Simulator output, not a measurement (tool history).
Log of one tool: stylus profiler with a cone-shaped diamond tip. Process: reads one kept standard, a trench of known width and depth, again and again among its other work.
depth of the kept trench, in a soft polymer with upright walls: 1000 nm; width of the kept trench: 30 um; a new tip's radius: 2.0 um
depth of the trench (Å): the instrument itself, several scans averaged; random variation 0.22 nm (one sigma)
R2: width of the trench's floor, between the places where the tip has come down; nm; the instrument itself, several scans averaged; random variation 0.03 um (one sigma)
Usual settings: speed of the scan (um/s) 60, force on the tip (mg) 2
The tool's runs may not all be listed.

Run 1, hour 0: usual settings. Result: depth of the trench (Å) 10057.7, R2 25740 nm.
Run 2, hour 21.9: usual settings but force on the tip (mg) 0.89. Result: depth of the trench (Å) 10031.6, R2 25490 nm.
Run 3, hour 44: usual settings but force on the tip (mg) 0.89. Result: depth of the trench (Å) 10029.7, R2 25420 nm.
Run 4, hour 60: usual settings but speed of the scan (um/s) 62, force on the tip (mg) 0.89. Result: depth of the trench (Å) 10027.5, R2 25370 nm.
Run 5, hour 86.2: usual settings but speed of the scan (um/s) 62, force on the tip (mg) 0.89. Result: depth of the trench (Å) 10028.4, R2 25270 nm.
Run 6, hour 106: usual settings but speed of the scan (um/s) 62, force on the tip (mg) 0.89. Result: depth of the trench (Å) 10031.8, R2 25350 nm.
Run 7, hour 128.1: usual settings but speed of the scan (um/s) 62, force on the tip (mg) 0.89. Result: depth of the trench (Å) 10031.8, R2 25280 nm.
Run 8, hour 141.3: usual settings but speed of the scan (um/s) 62, force on the tip (mg) 0.89. Result: depth of the trench (Å) 10036.5, R2 25290 nm.
Run 9, hour 157.2: usual settings but speed of the scan (um/s) 62, force on the tip (mg) 0.89. Result: depth of the trench (Å) 10027.9, R2 25250 nm.
Run 10, hour 178.7: usual settings but speed of the scan (um/s) 62, force on the tip (mg) 2.13. Result: depth of the trench (Å) 10054.4, R2 25440 nm.
Run 11, hour 194.4: usual settings but speed of the scan (um/s) 62, force on the tip (mg) 2.13. Result: depth of the trench (Å) 10058.5, R2 25340 nm.
Run 12, hour 223.5: usual settings but speed of the scan (um/s) 62, force on the tip (mg) 2.13. Result: depth of the trench (Å) 10055.3, R2 25430 nm.
Run 13, hour 246.7: usual settings but speed of the scan (um/s) 62, force on the tip (mg) 2.13. Result: depth of the trench (Å) 10053.9, R2 25350 nm.
Run 14, hour 262.3: usual settings but force on the tip (mg) 3.68. Result: depth of the trench (Å) 10085.7, R2 25460 nm.
Run 15, hour 277.9: usual settings but force on the tip (mg) 3.68. Result: depth of the trench (Å) 10085.4, R2 25390 nm.
Run 16, hour 302.7: usual settings but force on the tip (mg) 3.68. Result: depth of the trench (Å) 10084.4, R2 25390 nm.
Run 17, hour 320.9: usual settings but speed of the scan (um/s) 163, force on the tip (mg) 3.68. Result: depth of the trench (Å) 10079, R2 24870 nm.
Run 18, hour 351.6: usual settings. Result: depth of the trench (Å) 10048.4, R2 25210 nm.
Run 19, hour 365.2: usual settings. Result: depth of the trench (Å) 10054.5, R2 25150 nm.
Run 20, hour 381.1: usual settings but force on the tip (mg) 3.6. Result: depth of the trench (Å) 10079.1, R2 25210 nm.
Run 21, hour 407: usual settings but force on the tip (mg) 3.6. Result: depth of the trench (Å) 10076.7, R2 25230 nm.
Run 22, hour 434.8: usual settings but force on the tip (mg) 0.69. Result: depth of the trench (Å) 10020.7, R2 24820 nm.
Run 23, hour 453.8: usual settings but force on the tip (mg) 0.69. Result: depth of the trench (Å) 10023.7, R2 24750 nm.
Run 24, hour 477.7: usual settings but force on the tip (mg) 0.69. Result: depth of the trench (Å) 10022, R2 24800 nm.
Run 25, hour 501.6: usual settings but speed of the scan (um/s) 179, force on the tip (mg) 2.97. Result: depth of the trench (Å) 10070.7, R2 24430 nm.
Run 26, hour 530.5: usual settings but speed of the scan (um/s) 234, force on the tip (mg) 3.57. Result: depth of the trench (Å) 10076.3, R2 24200 nm.
Run 27, hour 546.4: usual settings but speed of the scan (um/s) 51, force on the tip (mg) 4.91. Result: depth of the trench (Å) 10096.6, R2 25110 nm.
Run 28, hour 576.3: usual settings but speed of the scan (um/s) 24, force on the tip (mg) 3.99. Result: depth of the trench (Å) 10087.6, R2 25210 nm.
Run 29, hour 603.8: usual settings but speed of the scan (um/s) 24, force on the tip (mg) 3.99. Result: depth of the trench (Å) 10087.9, R2 25160 nm.
Run 30, hour 616.8: usual settings but force on the tip (mg) 4.02. Result: depth of the trench (Å) 10087.6, R2 25000 nm.
Run 31, hour 632: usual settings but speed of the scan (um/s) 200, force on the tip (mg) 2.19. Result: depth of the trench (Å) 10051.2, R2 23990 nm.
Run 32, hour 650: usual settings but speed of the scan (um/s) 200, force on the tip (mg) 2.19. Result: depth of the trench (Å) 10055.8, R2 23950 nm.
Run 33, hour 680.6: usual settings but speed of the scan (um/s) 178, force on the tip (mg) 1.4. Result: depth of the trench (Å) 10034.1, R2 23750 nm.
Run 34, hour 698.9: usual settings but speed of the scan (um/s) 120, force on the tip (mg) 2.94. Result: depth of the trench (Å) 10065, R2 24490 nm.
Run 35, hour 721.7: usual settings but speed of the scan (um/s) 120, force on the tip (mg) 2.94. Result: depth of the trench (Å) 10062.7, R2 24430 nm.
Run 36, hour 747.3: usual settings but speed of the scan (um/s) 120, force on the tip (mg) 2.94. Result: depth of the trench (Å) 10066.3, R2 24470 nm.
Run 37, hour 765: usual settings but speed of the scan (um/s) 70, force on the tip (mg) 1.55. Result: depth of the trench (Å) 10041.2, R2 24530 nm.
Run 38, hour 781.4: usual settings but speed of the scan (um/s) 194, force on the tip (mg) 1.34. Result: depth of the trench (Å) 10034.1, R2 23490 nm.
Run 39, hour 812.2: usual settings but speed of the scan (um/s) 194, force on the tip (mg) 1.34. Result: depth of the trench (Å) 10037.3, R2 23470 nm.
Run 40, hour 827.2: usual settings but speed of the scan (um/s) 47, force on the tip (mg) 1.54. Result: depth of the trench (Å) 10035.8, R2 24680 nm.
Run 41, hour 853: usual settings but speed of the scan (um/s) 41, force on the tip (mg) 0.83. Result: depth of the trench (Å) 10025.6, R2 24590 nm.
Run 42, hour 880.6: usual settings but speed of the scan (um/s) 151. Result: depth of the trench (Å) 10046.5, R2 23990 nm.
Run 43, hour 894.8: usual settings but speed of the scan (um/s) 151. Result: depth of the trench (Å) 10048.3, R2 23900 nm.
Run 44, hour 921.1: usual settings but speed of the scan (um/s) 80, force on the tip (mg) 1.92. Result: depth of the trench (Å) 10043.7, R2 24400 nm.
Run 45, hour 947.1: usual settings but speed of the scan (um/s) 80, force on the tip (mg) 1.92. Result: depth of the trench (Å) 10039.9, R2 24410 nm.
Run 46, hour 973.4: usual settings but speed of the scan (um/s) 25, force on the tip (mg) 1.52. Result: depth of the trench (Å) 10035.1, R2 24630 nm.

3 ways to go on from here, each from the tool as it stands after run 46. What would each give?
Run A, hour 994.4: usual settings but speed of the scan (um/s) 20, force on the tip (mg) 3.53. Result: depth of the trench (Å) ?, R2 ?.
Run B, hour 994.4: usual settings but force on the tip (mg) 1.39. Result: depth of the trench (Å) ?, R2 ?.
Run C, hour 994.4: usual settings but speed of the scan (um/s) 79, force on the tip (mg) 1.52. Result: depth of the trench (Å) ?, R2 ?.

run  depth of the trench (Å)     R2
  A                  10071.8  24720
  B                  10032.7  24330
  C                  10037.4  24270
Without the tool's hidden state the same runs would have given:
run  depth of the trench (Å)     R2
  A                    10085  26430
  B                  10045.8  26040
  C                  10050.6  25980

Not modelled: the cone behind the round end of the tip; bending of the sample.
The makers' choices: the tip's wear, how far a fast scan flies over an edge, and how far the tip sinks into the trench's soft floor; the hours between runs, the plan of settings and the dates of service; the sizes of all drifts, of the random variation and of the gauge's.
